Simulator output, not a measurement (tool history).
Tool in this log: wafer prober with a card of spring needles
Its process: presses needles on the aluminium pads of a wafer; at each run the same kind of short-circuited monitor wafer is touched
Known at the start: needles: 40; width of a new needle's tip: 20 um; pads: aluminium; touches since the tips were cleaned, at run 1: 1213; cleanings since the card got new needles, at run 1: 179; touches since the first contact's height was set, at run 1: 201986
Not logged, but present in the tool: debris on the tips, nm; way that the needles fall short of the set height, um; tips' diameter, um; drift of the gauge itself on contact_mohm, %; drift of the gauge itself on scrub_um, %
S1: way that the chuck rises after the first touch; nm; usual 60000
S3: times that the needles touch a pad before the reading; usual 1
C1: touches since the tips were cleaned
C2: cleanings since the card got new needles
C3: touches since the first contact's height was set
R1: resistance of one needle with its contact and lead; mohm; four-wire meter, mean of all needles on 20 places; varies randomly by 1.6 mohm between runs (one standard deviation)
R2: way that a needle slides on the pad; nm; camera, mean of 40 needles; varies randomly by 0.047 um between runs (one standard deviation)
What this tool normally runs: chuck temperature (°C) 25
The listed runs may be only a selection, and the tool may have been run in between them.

{"run": 1, "day": 0.0, "S1": 60000, "chuck temperature (°C)": 25, "S3": 1, "C1": 1213, "C2": 179, "C3": 201986, "R1": 181, "R2": 15500}
{"day": 0.304, "done": "tips cleaned on abrasive film"}
{"day": 0.771, "done": "tips cleaned on abrasive film"}
{"day": 1.175, "done": "tips cleaned on abrasive film"}
{"run": 2, "day": 1.562, "S1": 60000, "chuck temperature (°C)": 25, "S3": 3, "C1": 4728, "C2": 182, "C3": 220775, "R1": 179, "R2": 15410}
{"day": 1.667, "done": "tips cleaned on abrasive film"}
{"day": 2.071, "done": "tips cleaned on abrasive film"}
{"day": 2.546, "done": "tips cleaned on abrasive film"}
{"day": 3.042, "done": "tips cleaned on abrasive film"}
{"day": 3.154, "done": "height of the first contact set anew"}
{"run": 3, "day": 3.167, "S1": 60000, "chuck temperature (°C)": 25, "S3": 3, "C1": 1367, "C2": 186, "C3": 158, "R1": 163, "R2": 16230}
{"day": 3.467, "done": "tips cleaned on abrasive film"}
{"day": 3.954, "done": "tips cleaned on abrasive film"}
{"day": 4.358, "done": "tips cleaned on abrasive film"}
{"run": 4, "day": 4.65, "S1": 60000, "chuck temperature (°C)": 25, "S3": 3, "C1": 3516, "C2": 189, "C3": 17958, "R1": 170, "R2": 16100}
{"day": 4.825, "done": "tips cleaned on abrasive film"}
{"day": 5.325, "done": "tips cleaned on abrasive film"}
{"day": 5.812, "done": "tips cleaned on abrasive film"}
{"day": 6.288, "done": "tips cleaned on abrasive film"}
{"run": 5, "day": 6.467, "S1": 60000, "chuck temperature (°C)": 25, "S3": 3, "C1": 2213, "C2": 193, "C3": 39783, "R1": 162, "R2": 15970}
{"day": 6.767, "done": "tips cleaned on abrasive film"}
{"day": 7.225, "done": "tips cleaned on abrasive film"}
{"run": 6, "day": 7.279, "S1": 60000, "chuck temperature (°C)": 25, "S3": 1, "C1": 660, "C2": 195, "C3": 49513, "R1": 172, "R2": 15960}
{"day": 7.662, "done": "tips cleaned on abrasive film"}
{"day": 8.15, "done": "tips cleaned on abrasive film"}
{"day": 8.638, "done": "tips cleaned on abrasive film"}
{"run": 7, "day": 8.675, "S1": 60000, "chuck temperature (°C)": 25, "S3": 1, "C1": 468, "C2": 198, "C3": 66255, "R1": 168, "R2": 15950}
{"day": 9.067, "done": "tips cleaned on abrasive film"}
{"day": 9.471, "done": "tips cleaned on abrasive film"}
{"day": 9.962, "done": "tips cleaned on abrasive film"}
{"day": 10.454, "done": "tips cleaned on abrasive film"}
{"run": 8, "day": 10.492, "S1": 55000, "chuck temperature (°C)": 25, "S3": 1, "C1": 482, "C2": 202, "C3": 88062, "R1": 170, "R2": 14550}
{"day": 10.896, "done": "tips cleaned on abrasive film"}
{"day": 11.3, "done": "tips cleaned on abrasive film"}
{"run": 9, "day": 11.688, "S1": 55000, "chuck temperature (°C)": 25, "S3": 1, "C1": 4668, "C2": 204, "C3": 102407, "R1": 226, "R2": 14460}
{"day": 11.792, "done": "tips cleaned on abrasive film"}
{"day": 12.279, "done": "tips cleaned on abrasive film"}
{"run": 10, "day": 12.588, "S1": 60000, "chuck temperature (°C)": 25, "S3": 1, "C1": 3747, "C2": 206, "C3": 113227, "R1": 206, "R2": 15790}
{"day": 12.696, "done": "tips cleaned on abrasive film"}
{"day": 13.154, "done": "tips cleaned on abrasive film"}
{"day": 13.646, "done": "tips cleaned on abrasive film"}
{"run": 11, "day": 14.008, "S1": 60000, "chuck temperature (°C)": 25, "S3": 1, "C1": 4377, "C2": 209, "C3": 130260, "R1": 206, "R2": 15760}
{"day": 14.112, "done": "tips cleaned on abrasive film"}
{"day": 14.517, "done": "tips cleaned on abrasive film"}
{"day": 15.0, "done": "tips cleaned on abrasive film"}
{"run": 12, "day": 15.3, "S1": 60000, "chuck temperature (°C)": 25, "S3": 3, "C1": 3610, "C2": 212, "C3": 145740, "R1": 172, "R2": 15720}
{"day": 15.504, "done": "tips cleaned on abrasive film"}
{"day": 16.004, "done": "tips cleaned on abrasive film"}
{"day": 16.408, "done": "tips cleaned on abrasive film"}
{"day": 16.875, "done": "tips cleaned on abrasive film"}
{"run": 13, "day": 16.875, "S1": 60000, "chuck temperature (°C)": 38, "S3": 3, "C1": 0, "C2": 216, "C3": 164594, "R1": 158, "R2": 15700}
{"day": 17.321, "done": "tips cleaned on abrasive film"}
{"day": 17.821, "done": "tips cleaned on abrasive film"}
{"day": 18.233, "done": "tips cleaned on abrasive film"}
{"run": 14, "day": 18.233, "S1": 60000, "chuck temperature (°C)": 38, "S3": 3, "C1": 0, "C2": 219, "C3": 180908, "R1": 159, "R2": 15600}
{"day": 18.738, "done": "tips cleaned on abrasive film"}
{"day": 19.142, "done": "tips cleaned on abrasive film"}
{"run": 15, "day": 19.308, "S1": 60000, "chuck temperature (°C)": 38, "S3": 3, "C1": 2036, "C2": 221, "C3": 193828, "R1": 173, "R2": 15570}
{"day": 19.612, "done": "tips cleaned on abrasive film"}
{"day": 20.104, "done": "tips cleaned on abrasive film"}
{"day": 20.588, "done": "tips cleaned on abrasive film"}
{"run": 16, "day": 20.954, "S1": 49000, "chuck temperature (°C)": 54, "S3": 2, "C1": 4438, "C2": 224, "C3": 213568, "R1": 216, "R2": 12560}
{"day": 21.054, "done": "tips cleaned on abrasive film"}
{"day": 21.538, "done": "tips cleaned on abrasive film"}
{"day": 21.983, "done": "tips cleaned on abrasive film"}
{"day": 22.467, "done": "tips cleaned on abrasive film"}
{"run": 17, "day": 22.733, "S1": 49000, "chuck temperature (°C)": 54, "S3": 2, "C1": 3209, "C2": 228, "C3": 234932, "R1": 201, "R2": 12410}
{"day": 22.929, "done": "tips cleaned on abrasive film"}
{"day": 23.229, "done": "height of the first contact set anew"}
{"day": 23.4, "done": "tips cleaned on abrasive film"}
{"day": 23.888, "done": "tips cleaned on abrasive film"}
{"run": 18, "day": 24.067, "S1": 49000, "chuck temperature (°C)": 54, "S3": 2, "C1": 2163, "C2": 231, "C3": 10063, "R1": 196, "R2": 13170}
{"day": 24.371, "done": "tips cleaned on abrasive film"}
{"day": 24.862, "done": "tips cleaned on abrasive film"}
{"day": 25.346, "done": "tips cleaned on abrasive film"}
{"run": 19, "day": 25.546, "S1": 60000, "chuck temperature (°C)": 25, "S3": 1, "C1": 2437, "C2": 234, "C3": 27810, "R1": 198, "R2": 16050}
{"day": 25.812, "done": "tips cleaned on abrasive film"}
{"day": 26.271, "done": "tips cleaned on abrasive film"}
{"run": 20, "day": 26.433, "S1": 78000, "chuck temperature (°C)": 42, "S3": 2, "C1": 1970, "C2": 236, "C3": 38470, "R1": 169, "R2": 20960}
{"day": 26.725, "done": "tips cleaned on abrasive film"}
{"day": 27.129, "done": "tips cleaned on abrasive film"}
{"day": 27.533, "done": "tips cleaned on abrasive film"}
{"run": 21, "day": 27.842, "S1": 78000, "chuck temperature (°C)": 38, "S3": 2, "C1": 3754, "C2": 239, "C3": 55342, "R1": 174, "R2": 20890}
{"day": 27.946, "done": "tips cleaned on abrasive film"}
{"day": 28.412, "done": "tips cleaned on abrasive film"}
{"day": 28.817, "done": "tips cleaned on abrasive film"}
{"run": 22, "day": 29.092, "S1": 78000, "chuck temperature (°C)": 38, "S3": 2, "C1": 3326, "C2": 242, "C3": 70329, "R1": 174, "R2": 20690}
{"day": 29.288, "done": "tips cleaned on abrasive film"}
{"day": 29.692, "done": "tips cleaned on abrasive film"}
{"day": 30.096, "done": "tips cleaned on abrasive film"}
{"day": 30.575, "done": "tips cleaned on abrasive film"}
{"run": 23, "day": 30.625, "S1": 68000, "chuck temperature (°C)": 55, "S3": 1, "C1": 602, "C2": 246, "C3": 88676, "R1": 169, "R2": 18010}
{"day": 31.021, "done": "tips cleaned on abrasive film"}
{"day": 31.488, "done": "tips cleaned on abrasive film"}
{"day": 31.979, "done": "tips cleaned on abrasive film"}
{"run": 24, "day": 32.042, "S1": 68000, "chuck temperature (°C)": 34, "S3": 1, "C1": 732, "C2": 249, "C3": 105663, "R1": 169, "R2": 17930}
{"day": 32.425, "done": "tips cleaned on abrasive film"}
{"day": 32.892, "done": "tips cleaned on abrasive film"}
{"run": 25, "day": 33.042, "S1": 68000, "chuck temperature (°C)": 34, "S3": 1, "C1": 1808, "C2": 251, "C3": 117687, "R1": 186, "R2": 17970}
{"day": 33.346, "done": "tips cleaned on abrasive film"}
{"day": 33.833, "done": "tips cleaned on abrasive film"}
{"run": 26, "day": 33.921, "S1": 68000, "chuck temperature (°C)": 54, "S3": 2, "C1": 1025, "C2": 253, "C3": 128211, "R1": 170, "R2": 17990}
{"day": 34.296, "done": "tips cleaned on abrasive film"}
{"day": 34.783, "done": "tips cleaned on abrasive film"}
{"day": 35.246, "done": "tips cleaned on abrasive film"}
{"run": 27, "day": 35.338, "S1": 52000, "chuck temperature (°C)": 25, "S3": 3, "C1": 1117, "C2": 256, "C3": 145247, "R1": 169, "R2": 13560}

Here are 5 independent what-if runs from the current tool condition. What would each one return?
{"day": 35.721, "done": "tips cleaned on abrasive film"}
{"day": 36.192, "done": "tips cleaned on abrasive film"}
{"day": 36.658, "done": "tips cleaned on abrasive film"}
{"run": "A", "day": 36.846, "S1": 49000, "chuck temperature (°C)": 25, "S3": 1, "C1": 2234, "C2": 259, "C3": 163328, "R1": "?", "R2": "?"}
{"day": 35.721, "done": "tips cleaned on abrasive film"}
{"day": 36.192, "done": "tips cleaned on abrasive film"}
{"day": 36.658, "done": "tips cleaned on abrasive film"}
{"run": "B", "day": 36.846, "S1": 73000, "chuck temperature (°C)": 25, "S3": 2, "C1": 2234, "C2": 259, "C3": 163328, "R1": "?", "R2": "?"}
{"day": 35.721, "done": "tips cleaned on abrasive film"}
{"day": 36.192, "done": "tips cleaned on abrasive film"}
{"day": 36.658, "done": "tips cleaned on abrasive film"}
{"run": "C", "day": 36.846, "S1": 77000, "chuck temperature (°C)": 69, "S3": 1, "C1": 2234, "C2": 259, "C3": 163328, "R1": "?", "R2": "?"}
{"day": 35.721, "done": "tips cleaned on abrasive film"}
{"day": 36.192, "done": "tips cleaned on abrasive film"}
{"day": 36.658, "done": "tips cleaned on abrasive film"}
{"run": "D", "day": 36.846, "S1": 60000, "chuck temperature (°C)": 25, "S3": 1, "C1": 2234, "C2": 259, "C3": 163328, "R1": "?", "R2": "?"}
{"day": 35.721, "done": "tips cleaned on abrasive film"}
{"day": 36.192, "done": "tips cleaned on abrasive film"}
{"day": 36.658, "done": "tips cleaned on abrasive film"}
{"run": "E", "day": 36.846, "S1": 64000, "chuck temperature (°C)": 74, "S3": 1, "C1": 2234, "C2": 259, "C3": 163328, "R1": "?", "R2": "?"}

run=A R1=220 R2=12720
run=B R1=172 R2=19110
run=C R1=184 R2=20220
run=D R1=197 R2=15660
run=E R1=195 R2=16740
Take away the tool's hidden state, keep each run's random variation, and the runs would have read:
run=A R1=157 R2=13210
run=B R1=153 R2=19590
run=C R1=159 R2=20700
run=D R1=154 R2=16140
run=E R1=159 R2=17220
